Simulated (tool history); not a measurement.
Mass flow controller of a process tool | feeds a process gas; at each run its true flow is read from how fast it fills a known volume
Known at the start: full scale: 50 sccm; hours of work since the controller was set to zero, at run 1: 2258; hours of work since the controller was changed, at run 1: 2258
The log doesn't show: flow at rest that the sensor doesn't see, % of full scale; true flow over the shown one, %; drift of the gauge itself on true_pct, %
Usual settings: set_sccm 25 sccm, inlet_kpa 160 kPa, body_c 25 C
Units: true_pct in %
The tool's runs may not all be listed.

run    hour  set_sccm  inlet_kpa  body_c  hours of work since the controller was set to zero  hours of work since the controller was changed  true_pct
  1     0.0        25        160      25                                                2258                                            2258     98.61
  2    78.4        12        160      25                                                2316                                            2316     97.77
  3   184.4        25        156      25                                                2393                                            2393     98.62
  4   241.6         5        156      25                                                2435                                            2435     97.61
  5   331.3         5        156      25                                                2501                                            2501     97.48
  6   413.9        25        160      25                                                2562                                            2562     98.67
  7   489.4        13        160      25                                                2617                                            2617     98.03
  8   565.7        15        160      25                                                2673                                            2673     98.15
  9   634.4        25        160      25                                                2724                                            2724     98.68
 10   759.5        25        160      25                                                2816                                            2816     98.88
 11   816.8        25        228      25                                                2858                                            2858     98.56
 12   917.9        25        228      25                                                2932                                            2932     98.54
 13  1012.6        25        160      25                                                3001                                            3001     98.82
 14  1064.7        25        160      25                                                3040                                            3040     98.83
 15  1129.7        25        160      25                                                3087                                            3087     99.01
 16  1211.4        25        160      35                                                3147                                            3147     99.25
 17  1287.7        25        160      35                                                3203                                            3203     99.29
 18  1348.7        25        160      35                                                3248                                            3248     99.37
 19  1447.5        25        160      25                                                3321                                            3321     99.10
 20  1567.0        25        160      25                                                3408                                            3408     99.05
 21  1640.7        25        160      25                                                3462                                            3462     99.05
 22  1721.9        25        160      25                                                3522                                            3522     99.15
 23  1832.0        25        160      25                                                3603                                            3603     99.22
 24  1945.9        25        160      25                                                3686                                            3686     99.15
 25  2012.2        19        160      25                                                3735                                            3735     98.87
 26  2080.8        19        160      25                                                3786                                            3786     98.75
 27  2173.9        19        160      25                                                3854                                            3854     98.87
 28  2280.4        11        160      27                                                3932                                            3932     98.34
 29  2365.7        32        160      25                                                3995                                            3995     99.69
 30  2421.4        32        160      25                                                4036                                            4036     99.77
 31  2531.7        32        160      25                                                4117                                            4117     99.75
 32  2622.3        17        221      32                                                4183                                            4183     98.85
 33  2736.2        17        175      31                                                4267                                            4267     99.09
 34  2799.5        17        175      31                                                4313                                            4313     99.11
 35  2893.1        12        140      25                                                4382                                            4382     98.67
 36  2970.8        16        224      28                                                4439                                            4439     98.76
 37  3028.5        25        160      34                                                4481                                            4481     99.63

The next listed run, before its measurement:
 38  3138.7         7        160      38                                                4562                                            4562         ?

{"run 38": {"true_pct": 98.65}}
Without the tool's hidden state the same run would have given true_pct 97.73 %.

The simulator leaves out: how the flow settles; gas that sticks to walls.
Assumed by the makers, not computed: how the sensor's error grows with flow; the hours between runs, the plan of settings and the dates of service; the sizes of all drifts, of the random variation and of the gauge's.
